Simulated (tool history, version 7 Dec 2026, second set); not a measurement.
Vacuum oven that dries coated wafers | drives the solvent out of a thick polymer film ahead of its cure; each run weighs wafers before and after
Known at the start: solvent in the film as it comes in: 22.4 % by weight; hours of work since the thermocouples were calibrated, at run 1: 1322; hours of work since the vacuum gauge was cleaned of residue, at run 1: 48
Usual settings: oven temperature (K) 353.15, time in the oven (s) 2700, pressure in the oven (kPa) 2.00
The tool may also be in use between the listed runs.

run	hour	oven temperature (K)	time in the oven (s)	pressure in the oven (kPa)	hours of work since the thermocouples were calibrated	hours of work since the vacuum gauge was cleaned of residue	solvent left in the film (%)
1	0.0	353.15	2700	2.00	1322	48	2.34
2	56.6	353.15	2700	2.00	1359	85	2.37
3	120.4	353.15	2700	2.00	1400	126	2.36
4	153.7	353.15	2700	2.00	1422	148	2.37
# hour 191.6: oven's thermocouples calibrated
5	192.7	353.15	2700	2.00	1	172	2.63
6	251.2	353.15	2700	2.00	39	210	2.77
7	303.2	353.15	2700	2.00	73	244	2.69
8	346.8	353.15	2700	2.00	101	272	2.69
9	384.6	353.15	2700	2.00	126	297	2.73
10	447.0	353.15	2700	2.00	166	337	2.73
11	479.0	353.15	2700	2.00	187	358	2.67
12	528.1	353.15	2700	2.00	219	390	2.73
13	558.3	353.15	2700	2.00	238	410	2.68
14	596.1	353.15	2700	2.00	263	434	2.74
15	628.9	353.15	2700	2.00	284	456	2.74
16	664.5	353.15	2700	2.00	307	479	2.65
17	699.9	353.15	2700	2.00	331	502	2.62
18	757.4	353.15	2700	2.00	368	539	2.76
19	797.5	353.15	2700	2.00	394	565	2.72
20	844.8	353.15	2700	2.00	425	596	2.57
21	875.8	353.15	2700	2.00	445	616	2.72
22	934.2	345.15	2700	6.92	483	654	7.21
23	981.3	345.15	1680	2.00	513	685	7.74
24	1040.7	353.15	2700	7.92	552	723	4.97
25	1082.9	353.15	2460	1.16	579	751	2.76
26	1137.5	353.15	2700	3.19	615	786	3.05
27	1176.5	353.15	1680	1.23	640	812	4.82
28	1231.1	353.15	1680	1.23	676	847	4.74
29	1275.1	353.15	1680	1.23	704	876	4.81
30	1302.7	353.15	1680	1.23	722	894	4.80
31	1333.5	354.15	2700	1.33	742	914	2.18
32	1391.1	345.15	1800	1.33	780	951	6.95
33	1450.0	345.15	2340	2.63	818	989	5.90
34	1489.6	348.15	2520	3.41	844	1015	4.89
35	1516.3	348.15	2520	3.41	861	1033	4.87
36	1559.7	368.15	2520	1.73	889	1061	0.69
37	1621.9	352.15	1920	4.20	930	1101	5.17
38	1666.9	367.15	4200	2.00	959	1131	0.62
39	1706.8	367.15	4200	2.00	985	1156	0.56
40	1760.4	338.15	3840	4.35	1020	1191	6.71
41	1821.3	361.15	1440	2.84	1060	1231	3.68

Forecast each of these 4 alternatives for the next run:
A	1859.4	346.15	1440	7.11	1084	1256	?
B	1859.4	349.15	1440	2.27	1084	1256	?
C	1859.4	368.15	2220	7.22	1084	1256	?
D	1859.4	365.15	3480	1.07	1084	1256	?

run	solvent left in the film (%)
A	10.02
B	7.38
C	2.12
D	0.56
Without the tool's hidden state the same runs would have given:
run	solvent left in the film (%)
A	10.53
B	7.84
C	2.23
D	0.49
